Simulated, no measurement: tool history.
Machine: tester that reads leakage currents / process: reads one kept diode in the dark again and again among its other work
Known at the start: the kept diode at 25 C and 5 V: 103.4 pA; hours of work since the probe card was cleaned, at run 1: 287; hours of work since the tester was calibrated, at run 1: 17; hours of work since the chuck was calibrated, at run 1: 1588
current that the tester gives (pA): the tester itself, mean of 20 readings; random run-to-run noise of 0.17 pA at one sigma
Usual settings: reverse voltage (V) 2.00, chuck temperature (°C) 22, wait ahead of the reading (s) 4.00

run    hour  reverse voltage (V)  chuck temperature (°C)  wait ahead of the reading (s)  hours of work since the probe card was cleaned  hours of work since the tester was calibrated  hours of work since the chuck was calibrated  current that the tester gives (pA)
  1     0.0                 2.00                      22                           4.00                                             287                                             17                                          1588                               59.86
  2   214.3                 2.00                      30                           4.00                                             380                                            110                                          1681                              110.27
  3   444.6                 2.00                      22                           0.34                                             480                                            210                                          1781                               62.51
      552.7  -- chuck's temperature calibrated
  4   568.0                 2.00                      22                           4.00                                             532                                            262                                             7                               53.85
  5   820.2                 2.50                      22                           4.00                                             641                                            371                                           116                               60.65
  6   951.9                 2.50                      22                           4.00                                             698                                            428                                           173                               60.89
  7  1104.1                 2.50                      22                           4.00                                             764                                            494                                           239                               61.57
  8  1235.1                 2.63                      23                           3.92                                             821                                            551                                           295                               68.33
  9  1428.7                 2.63                      22                           3.92                                             905                                            635                                           379                               64.00
 10  1686.6                 2.63                      22                           3.92                                            1016                                            746                                           490                               64.33
 11  1879.8                 1.62                      25                           0.31                                            1100                                            830                                           574                               65.37
 12  2077.6                 1.62                      25                           0.31                                            1185                                            915                                           660                               65.37
 13  2234.1                 1.18                      25                           8.45                                            1253                                            983                                           727                               55.69
 14  2461.0                 1.53                      25                           3.35                                            1351                                           1081                                           825                               63.99

Below are 4 alternative next runs, each starting from the tool's condition after run 14. Predict each:
  A  2624.7                 7.80                      22                           4.00                                            1422                                           1152                                           896                                   ?
  B  2624.7                18.17                      22                           4.00                                            1422                                           1152                                           896                                   ?
  C  2624.7                 2.00                      22                           1.63                                            1422                                           1152                                           896                                   ?
  D  2624.7                 1.53                      59                           2.45                                            1422                                           1152                                           896                                   ?

run  current that the tester gives (pA)
  A                              116.28
  B                              179.30
  C                               58.84
  D                              644.73
With no hidden state in the tool, these same runs would have given:
run  current that the tester gives (pA)
  A                              102.27
  B                              153.62
  C                               53.07
  D                              604.23
